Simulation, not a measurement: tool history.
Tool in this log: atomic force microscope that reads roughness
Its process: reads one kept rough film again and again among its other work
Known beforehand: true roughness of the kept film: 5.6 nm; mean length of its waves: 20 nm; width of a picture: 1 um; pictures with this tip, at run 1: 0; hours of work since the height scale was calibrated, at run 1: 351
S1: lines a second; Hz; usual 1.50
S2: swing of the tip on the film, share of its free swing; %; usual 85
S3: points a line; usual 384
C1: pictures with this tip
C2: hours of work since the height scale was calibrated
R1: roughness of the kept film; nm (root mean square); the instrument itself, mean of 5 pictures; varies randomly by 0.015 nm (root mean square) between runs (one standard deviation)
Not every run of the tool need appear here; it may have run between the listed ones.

{"run": 1, "day": 0.0, "S1": 1.5, "S2": 85, "S3": 384, "C1": 0, "C2": 351, "R1": 3.652}
{"run": 2, "day": 0.458, "S1": 1.5, "S2": 85, "S3": 384, "C1": 17, "C2": 360, "R1": 3.299}
{"run": 3, "day": 1.296, "S1": 1.5, "S2": 88, "S3": 384, "C1": 49, "C2": 375, "R1": 2.72}
{"run": 4, "day": 2.012, "S1": 1.5, "S2": 88, "S3": 384, "C1": 76, "C2": 388, "R1": 2.375}
{"run": 5, "day": 2.471, "S1": 1.5, "S2": 88, "S3": 384, "C1": 94, "C2": 396, "R1": 2.207}
{"run": 6, "day": 2.854, "S1": 2.24, "S2": 88, "S3": 384, "C1": 108, "C2": 403, "R1": 2.014}
{"run": 7, "day": 3.496, "S1": 1.5, "S2": 85, "S3": 384, "C1": 133, "C2": 414, "R1": 1.916}
{"day": 3.9, "done": "new tip fitted"}
{"run": 8, "day": 4.121, "S1": 1.5, "S2": 83, "S3": 384, "C1": 9, "C2": 425, "R1": 3.469}
{"run": 9, "day": 4.892, "S1": 1.64, "S2": 85, "S3": 384, "C1": 38, "C2": 439, "R1": 2.843}
{"run": 10, "day": 5.688, "S1": 0.73, "S2": 78, "S3": 384, "C1": 68, "C2": 453, "R1": 2.626}
{"run": 11, "day": 6.146, "S1": 1.5, "S2": 69, "S3": 336, "C1": 86, "C2": 461, "R1": 2.403}
{"run": 12, "day": 6.646, "S1": 2.83, "S2": 85, "S3": 384, "C1": 105, "C2": 470, "R1": 1.97}
{"day": 6.754, "done": "height scale calibrated on a step standard"}
{"run": 13, "day": 7.321, "S1": 2.83, "S2": 85, "S3": 384, "C1": 129, "C2": 10, "R1": 1.799}
{"day": 7.838, "done": "new tip fitted"}
{"run": 14, "day": 7.888, "S1": 1.94, "S2": 85, "S3": 547, "C1": 2, "C2": 20, "R1": 3.525}
{"run": 15, "day": 8.517, "S1": 1.5, "S2": 69, "S3": 384, "C1": 26, "C2": 31, "R1": 3.223}
{"run": 16, "day": 9.171, "S1": 2.27, "S2": 78, "S3": 1009, "C1": 51, "C2": 43, "R1": 2.716}
{"run": 17, "day": 9.762, "S1": 2.27, "S2": 73, "S3": 1009, "C1": 73, "C2": 54, "R1": 2.461}
{"run": 18, "day": 10.629, "S1": 2.27, "S2": 73, "S3": 1009, "C1": 106, "C2": 69, "R1": 2.135}

Consider 5 possible next runs. They are alternatives, not a sequence: every one starts from the tool as it was left by run 18. What does each give?
{"day": 11.162, "done": "height scale calibrated on a step standard, once more"}
{"run": "A", "day": 11.35, "S1": 1.5, "S2": 62, "S3": 262, "C1": 132, "C2": 3, "R1": "?"}
{"day": 11.162, "done": "height scale calibrated on a step standard, once more"}
{"run": "B", "day": 11.35, "S1": 0.96, "S2": 70, "S3": 280, "C1": 132, "C2": 3, "R1": "?"}
{"day": 11.162, "done": "height scale calibrated on a step standard, once more"}
{"run": "C", "day": 11.35, "S1": 2.27, "S2": 74, "S3": 476, "C1": 132, "C2": 3, "R1": "?"}
{"day": 11.162, "done": "height scale calibrated on a step standard, once more"}
{"run": "D", "day": 11.35, "S1": 3.51, "S2": 74, "S3": 321, "C1": 132, "C2": 3, "R1": "?"}
{"day": 11.162, "done": "height scale calibrated on a step standard, once more"}
{"run": "E", "day": 11.35, "S1": 0.67, "S2": 57, "S3": 411, "C1": 132, "C2": 3, "R1": "?"}

run=A R1=1.947
run=B R1=1.959
run=C R1=1.908
run=D R1=1.810
run=E R1=2.038
Without the tool's hidden state the same runs would have given:
run=A R1=3.810
run=B R1=3.830
run=C R1=3.733
run=D R1=3.543
run=E R1=3.983

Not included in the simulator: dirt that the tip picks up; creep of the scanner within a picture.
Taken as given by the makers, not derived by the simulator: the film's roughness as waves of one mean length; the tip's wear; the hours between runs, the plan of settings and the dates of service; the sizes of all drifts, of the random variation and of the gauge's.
